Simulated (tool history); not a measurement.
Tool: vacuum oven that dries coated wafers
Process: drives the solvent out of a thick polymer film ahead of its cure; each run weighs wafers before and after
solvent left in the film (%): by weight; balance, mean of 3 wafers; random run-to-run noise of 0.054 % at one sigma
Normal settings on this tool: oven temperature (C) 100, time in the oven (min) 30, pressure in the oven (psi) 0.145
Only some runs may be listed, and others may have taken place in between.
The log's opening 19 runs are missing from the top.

Run 20, hour 1005.8: usual settings but oven temperature (C) 88, pressure in the oven (psi) 0.158. Result: solvent left in the film (%) 4.28.
Run 21, hour 1041.4: usual settings but time in the oven (min) 43, pressure in the oven (psi) 0.162. Result: solvent left in the film (%) 1.29.
Run 22, hour 1111.5: usual settings but oven temperature (C) 106, time in the oven (min) 33, pressure in the oven (psi) 0.354. Result: solvent left in the film (%) 1.66.
Run 23, hour 1166.7: usual settings but time in the oven (min) 32, pressure in the oven (psi) 0.080. Result: solvent left in the film (%) 1.65.
Run 24, hour 1206.3: usual settings but time in the oven (min) 50, pressure in the oven (psi) 0.080. Result: solvent left in the film (%) 0.75.
Run 25, hour 1278.4: usual settings but oven temperature (C) 89, time in the oven (min) 36, pressure in the oven (psi) 0.083. Result: solvent left in the film (%) 2.92.
Run 26, hour 1334.2: usual settings but oven temperature (C) 89, time in the oven (min) 36, pressure in the oven (psi) 0.083. Result: solvent left in the film (%) 2.97.
Run 27, hour 1369.9: usual settings but oven temperature (C) 95. Result: solvent left in the film (%) 2.69.
Run 28, hour 1440.5: usual settings but oven temperature (C) 113, time in the oven (min) 19. Result: solvent left in the film (%) 1.48.
Run 29, hour 1473.1: usual settings but oven temperature (C) 113, time in the oven (min) 19. Result: solvent left in the film (%) 1.37.
Run 30, hour 1510.1: usual settings but oven temperature (C) 113, time in the oven (min) 19. Result: solvent left in the film (%) 1.41.

Here are 4 independent what-if runs from the current tool condition. What would each one return?
Run A, hour 1542.0: usual settings but oven temperature (C) 109, time in the oven (min) 19, pressure in the oven (psi) 0.405. Result: solvent left in the film (%) ?.
Run B, hour 1542.0: usual settings but oven temperature (C) 97, time in the oven (min) 29. Result: solvent left in the film (%) ?.
Run C, hour 1542.0: usual settings but oven temperature (C) 108. Result: solvent left in the film (%) ?.
Run D, hour 1542.0: usual settings but oven temperature (C) 107, time in the oven (min) 29, pressure in the oven (psi) 0.102. Result: solvent left in the film (%) ?.

run  solvent left in the film (%)
  A                          2.63
  B                          2.46
  C                          1.00
  D                          1.13
What these runs would have given with no unlogged condition in the tool:
run  solvent left in the film (%)
  A                          2.61
  B                          2.44
  C                          0.98
  D                          1.11
